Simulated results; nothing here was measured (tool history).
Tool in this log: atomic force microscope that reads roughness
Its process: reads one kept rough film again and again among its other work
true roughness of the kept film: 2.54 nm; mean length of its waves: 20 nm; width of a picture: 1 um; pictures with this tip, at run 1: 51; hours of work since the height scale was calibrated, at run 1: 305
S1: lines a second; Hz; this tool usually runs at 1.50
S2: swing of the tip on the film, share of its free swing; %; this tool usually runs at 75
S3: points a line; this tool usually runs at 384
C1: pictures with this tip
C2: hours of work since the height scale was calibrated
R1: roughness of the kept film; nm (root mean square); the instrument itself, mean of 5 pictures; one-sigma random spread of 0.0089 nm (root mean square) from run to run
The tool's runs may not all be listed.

run,hour,S1,S2,S3,C1,C2,R1
1,0.0,1.50,75,384,51,305,1.787
2,11.6,1.50,75,384,63,314,1.748
3,34.8,1.50,75,257,88,330,1.650
4,56.7,1.50,75,257,111,345,1.611
5,81.8,1.50,75,257,137,362,1.529
# hour 101.7: new tip fitted
6,106.9,1.50,75,257,5,379,1.913
7,119.8,1.50,75,268,19,388,1.850
8,144.6,1.50,75,601,45,405,1.850
9,165.0,1.50,75,601,66,420,1.787
10,185.5,1.50,75,384,88,434,1.720
11,208.1,1.50,75,384,112,449,1.649
12,236.4,1.41,75,384,142,469,1.588
# hour 253.7: new tip fitted
13,257.1,1.41,75,384,4,483,1.968
14,271.2,1.41,75,384,19,493,1.913
15,285.5,1.50,85,422,34,503,1.796
16,302.1,3.49,64,422,51,514,1.809
17,320.9,1.99,61,384,71,527,1.817
18,336.2,1.99,61,384,87,538,1.746
19,349.3,1.99,61,384,101,547,1.737
20,373.0,2.10,76,671,126,563,1.584
21,400.5,3.55,77,671,155,583,1.421
# hour 405.6: new tip fitted
22,427.6,1.50,75,560,23,601,1.919
23,441.7,0.66,87,511,38,611,1.886
24,464.5,1.50,61,956,62,627,1.850
25,476.1,3.73,61,333,74,635,1.741

Below are 3 alternative next runs, each starting from the tool's condition after run 25. Predict each:
A,497.5,1.15,59,333,96,649,?
B,497.5,0.98,63,749,96,649,?
C,497.5,0.78,72,779,96,649,?

run,R1
A,1.751
B,1.787
C,1.772
Without the tool's hidden state the same runs would have given:
run,R1
A,2.067
B,2.110
C,2.090
